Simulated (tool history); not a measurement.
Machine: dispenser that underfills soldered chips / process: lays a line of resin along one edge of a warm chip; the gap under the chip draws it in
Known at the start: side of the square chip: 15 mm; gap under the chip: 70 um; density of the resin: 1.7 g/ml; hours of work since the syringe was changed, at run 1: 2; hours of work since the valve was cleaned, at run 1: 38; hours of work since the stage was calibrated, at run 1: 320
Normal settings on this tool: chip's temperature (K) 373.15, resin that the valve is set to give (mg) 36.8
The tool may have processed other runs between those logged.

| run | hour | chip's temperature (K) | resin that the valve is set to give (mg) | hours of work since the syringe was changed | hours of work since the valve was cleaned | hours of work since the stage was calibrated | time until the resin shows at the far edge (s) | resin that the valve gave (mg) |
|---|---|---|---|---|---|---|---|---|
| 1 | 0.0 | 373.15 | 36.8 | 2 | 38 | 320 | 256.0 | 36.06 |
| 2 | 9.2 | 373.15 | 36.8 | 8 | 44 | 326 | 408.2 | 36.11 |
|  | 10.6 | new syringe of resin |
| 3 | 20.9 | 373.15 | 36.8 | 7 | 52 | 334 | 378.3 | 35.97 |
|  | 23.7 | new syringe of resin |
| 4 | 32.7 | 383.15 | 36.8 | 6 | 60 | 342 | 278.1 | 35.56 |
|  | 37.2 | new syringe of resin |
| 5 | 40.9 | 373.15 | 39.8 | 3 | 65 | 347 | 280.5 | 38.61 |
| 6 | 47.5 | 373.15 | 39.8 | 7 | 70 | 352 | 389.5 | 38.44 |
|  | 49.9 | dispensing valve cleaned and set on the balance |
|  | 51.2 | new syringe of resin |
| 7 | 55.5 | 373.15 | 39.8 | 3 | 4 | 356 | 274.9 | 39.99 |
|  | 64.5 | new syringe of resin |
| 8 | 67.5 | 373.15 | 39.8 | 2 | 12 | 364 | 266.5 | 39.44 |
|  | 77.5 | new syringe of resin |
| 9 | 79.2 | 373.15 | 36.8 | 1 | 19 | 372 | 249.7 | 36.46 |
| 10 | 86.4 | 373.15 | 36.8 | 6 | 24 | 377 | 357.2 | 36.57 |
|  | 90.4 | new syringe of resin |
| 11 | 93.6 | 364.15 | 37.5 | 2 | 29 | 382 | 338.6 | 36.91 |

The next listed run, before its measurement:
|  | 104.0 | new syringe of resin |
| 12 | 104.0 | 379.15 | 31.6 | 0 | 36 | 389 | ? | ? |

{"run 12": {"time until the resin shows at the far edge (s)": 202.9, "resin that the valve gave (mg)": 30.93}}
Were there no unlogged condition in the tool, this run, its random variation unchanged, would have produced time until the resin shows at the far edge (s) 208.6, resin that the valve gave (mg) 31.51.
